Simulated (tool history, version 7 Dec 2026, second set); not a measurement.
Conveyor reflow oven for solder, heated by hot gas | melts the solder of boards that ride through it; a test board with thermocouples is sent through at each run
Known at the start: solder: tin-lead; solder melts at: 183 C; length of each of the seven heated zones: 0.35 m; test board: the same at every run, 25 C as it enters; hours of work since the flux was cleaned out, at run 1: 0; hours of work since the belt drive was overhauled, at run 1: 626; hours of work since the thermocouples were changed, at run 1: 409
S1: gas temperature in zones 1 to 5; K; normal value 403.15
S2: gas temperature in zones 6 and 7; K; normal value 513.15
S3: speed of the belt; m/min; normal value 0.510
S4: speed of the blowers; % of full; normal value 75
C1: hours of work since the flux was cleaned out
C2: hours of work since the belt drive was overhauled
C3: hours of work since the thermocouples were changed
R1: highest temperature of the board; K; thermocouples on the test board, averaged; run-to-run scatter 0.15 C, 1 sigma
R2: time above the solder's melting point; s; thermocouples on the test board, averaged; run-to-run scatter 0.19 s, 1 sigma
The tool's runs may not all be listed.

{"run": 1, "hour": 0.0, "S1": 403.15, "S2": 513.15, "S3": 0.51, "S4": 75, "C1": 0, "C2": 626, "C3": 409, "R1": 495.95, "R2": 64.1}
{"run": 2, "hour": 24.2, "S1": 403.15, "S2": 513.15, "S3": 0.51, "S4": 75, "C1": 18, "C2": 644, "C3": 426, "R1": 496.15, "R2": 64.4}
{"run": 3, "hour": 39.8, "S1": 403.15, "S2": 513.15, "S3": 0.51, "S4": 75, "C1": 29, "C2": 655, "C3": 437, "R1": 495.65, "R2": 64.2}
{"run": 4, "hour": 58.7, "S1": 403.15, "S2": 513.15, "S3": 0.51, "S4": 75, "C1": 42, "C2": 669, "C3": 451, "R1": 495.75, "R2": 64.0}
{"run": 5, "hour": 75.8, "S1": 403.15, "S2": 513.15, "S3": 0.51, "S4": 75, "C1": 55, "C2": 681, "C3": 464, "R1": 495.55, "R2": 64.1}
{"run": 6, "hour": 93.0, "S1": 403.15, "S2": 513.15, "S3": 0.51, "S4": 75, "C1": 67, "C2": 693, "C3": 476, "R1": 495.55, "R2": 63.7}
{"run": 7, "hour": 110.1, "S1": 403.15, "S2": 513.15, "S3": 0.51, "S4": 75, "C1": 80, "C2": 706, "C3": 488, "R1": 495.45, "R2": 63.7}
{"run": 8, "hour": 128.8, "S1": 403.15, "S2": 513.15, "S3": 0.51, "S4": 75, "C1": 93, "C2": 719, "C3": 502, "R1": 495.65, "R2": 63.6}
{"run": 9, "hour": 155.4, "S1": 403.15, "S2": 513.15, "S3": 0.453, "S4": 75, "C1": 112, "C2": 738, "C3": 521, "R1": 499.55, "R2": 75.8}
{"run": 10, "hour": 176.8, "S1": 403.15, "S2": 513.15, "S3": 0.51, "S4": 75, "C1": 128, "C2": 754, "C3": 537, "R1": 495.25, "R2": 63.6}
{"run": 11, "hour": 199.5, "S1": 403.15, "S2": 513.15, "S3": 0.434, "S4": 75, "C1": 144, "C2": 770, "C3": 553, "R1": 500.65, "R2": 80.4}
{"run": 12, "hour": 219.3, "S1": 403.15, "S2": 513.15, "S3": 0.434, "S4": 75, "C1": 159, "C2": 785, "C3": 567, "R1": 500.65, "R2": 80.4}
{"run": 13, "hour": 246.9, "S1": 403.15, "S2": 513.15, "S3": 0.51, "S4": 75, "C1": 179, "C2": 805, "C3": 587, "R1": 495.15, "R2": 63.1}
{"run": 14, "hour": 269.1, "S1": 403.15, "S2": 513.15, "S3": 0.51, "S4": 75, "C1": 195, "C2": 821, "C3": 603, "R1": 495.05, "R2": 63.2}
{"run": 15, "hour": 295.6, "S1": 403.15, "S2": 513.15, "S3": 0.51, "S4": 53, "C1": 214, "C2": 840, "C3": 622, "R1": 490.75, "R2": 59.3}
{"run": 16, "hour": 309.9, "S1": 403.15, "S2": 513.15, "S3": 0.51, "S4": 53, "C1": 224, "C2": 850, "C3": 633, "R1": 490.75, "R2": 59.4}
{"run": 17, "hour": 338.5, "S1": 413.15, "S2": 507.15, "S3": 0.562, "S4": 62, "C1": 245, "C2": 871, "C3": 653, "R1": 485.95, "R2": 52.5}
{"run": 18, "hour": 365.2, "S1": 392.15, "S2": 522.15, "S3": 0.443, "S4": 56, "C1": 264, "C2": 890, "C3": 673, "R1": 503.05, "R2": 76.0}
{"hour": 387.7, "done": "flux residue cleaned out of gas plates and filters"}
{"run": 19, "hour": 387.7, "S1": 405.15, "S2": 522.15, "S3": 0.443, "S4": 68, "C1": 0, "C2": 903, "C3": 685, "R1": 508.95, "R2": 85.5}
{"run": 20, "hour": 406.7, "S1": 405.15, "S2": 522.15, "S3": 0.443, "S4": 68, "C1": 14, "C2": 917, "C3": 699, "R1": 509.25, "R2": 85.0}

Run 21 is up next; what results do you expect?
{"run": 21, "hour": 420.5, "S1": 418.15, "S2": 511.15, "S3": 0.443, "S4": 68, "C1": 24, "C2": 927, "C3": 709, "R1": "?", "R2": "?"}

Run 21 came out at R1 500.75 K, R2 84.8 s.
Minus the tool's unlogged condition, the same run would have read R1 498.85 K, R2 81.7 s.
